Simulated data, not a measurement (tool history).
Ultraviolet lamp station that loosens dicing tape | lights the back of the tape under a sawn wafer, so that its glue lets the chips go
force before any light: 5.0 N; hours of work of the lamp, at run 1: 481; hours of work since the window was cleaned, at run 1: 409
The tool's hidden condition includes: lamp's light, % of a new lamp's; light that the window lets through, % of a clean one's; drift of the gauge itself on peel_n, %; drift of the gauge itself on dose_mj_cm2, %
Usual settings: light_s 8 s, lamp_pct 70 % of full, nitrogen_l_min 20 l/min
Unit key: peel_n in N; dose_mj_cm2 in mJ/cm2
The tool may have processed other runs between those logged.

run,hour,light_s,lamp_pct,nitrogen_l_min,hours of work of the lamp,hours of work since the window was cleaned,peel_n,dose_mj_cm2
1,0.0,8,70,20,481,409,0.599,367
2,10.7,8,70,20,487,415,0.613,366
3,27.3,6,70,20,495,423,0.954,278
4,49.9,8,70,22,506,434,0.551,372
5,60.2,8,70,22,511,439,0.553,368
6,81.8,8,70,20,522,450,0.591,363
7,102.8,8,70,14,532,460,0.785,363
8,119.6,8,70,20,540,468,0.596,366
9,131.0,8,70,20,546,474,0.612,370
10,143.2,8,70,20,552,480,0.606,365
11,168.4,8,70,20,564,492,0.574,369
12,184.4,8,70,20,572,500,0.588,366
13,201.0,8,70,20,580,508,0.586,369
14,224.3,8,70,20,592,520,0.591,363
15,239.5,8,70,20,599,527,0.607,370
16,257.9,8,70,15,608,536,0.748,366
17,275.3,8,70,15,617,545,0.736,365
18,293.9,8,70,15,626,554,0.727,363
19,305.6,8,70,15,631,559,0.713,367
20,327.9,8,70,10,642,570,0.986,365
21,348.4,8,70,9,652,580,1.062,366
22,363.9,8,70,37,660,588,0.384,366
23,383.5,8,70,37,670,598,0.394,360
24,403.9,4,70,9,680,608,2.296,186
25,427.4,4,89,36,691,619,0.886,233
26,451.5,4,83,10,703,631,1.899,217
27,468.4,4,83,10,711,639,1.884,215
28,480.5,4,83,10,717,645,1.934,218
29,499.3,4,83,10,727,655,1.970,219
# hour 515.9: window cleaned of glue's vapour
30,520.3,4,83,10,737,2,1.897,219
31,540.8,7,82,20,747,12,0.574,376
32,556.7,8,95,30,754,20,0.228,497
33,580.3,8,78,20,766,32,0.471,410
34,601.5,8,78,20,776,42,0.493,408
35,623.9,15,67,35,787,53,0.144,661
36,636.7,14,92,10,794,59,0.215,847
37,648.9,8,72,13,800,65,0.768,381
38,670.5,8,99,20,810,76,0.301,520
39,683.0,8,80,33,816,82,0.319,427
40,707.2,7,66,14,828,94,1.044,303
41,731.2,7,66,14,840,106,1.063,304
42,745.1,13,70,27,847,112,0.187,593
43,762.7,13,70,8,856,121,0.490,593

3 ways to go on from here, each from the tool as it stands after run 43. What would each give?
A,774.2,6,63,20,861,127,?,?
B,774.2,8,70,23,861,127,?,?
C,774.2,13,96,14,861,127,?,?

run,peel_n,dose_mj_cm2
A,1.155,250
B,0.535,369
C,0.169,823
The same runs, with their run-to-run variation unchanged, on a tool lacking any hidden condition would have given:
run,peel_n,dose_mj_cm2
A,1.151,250
B,0.532,370
C,0.169,825
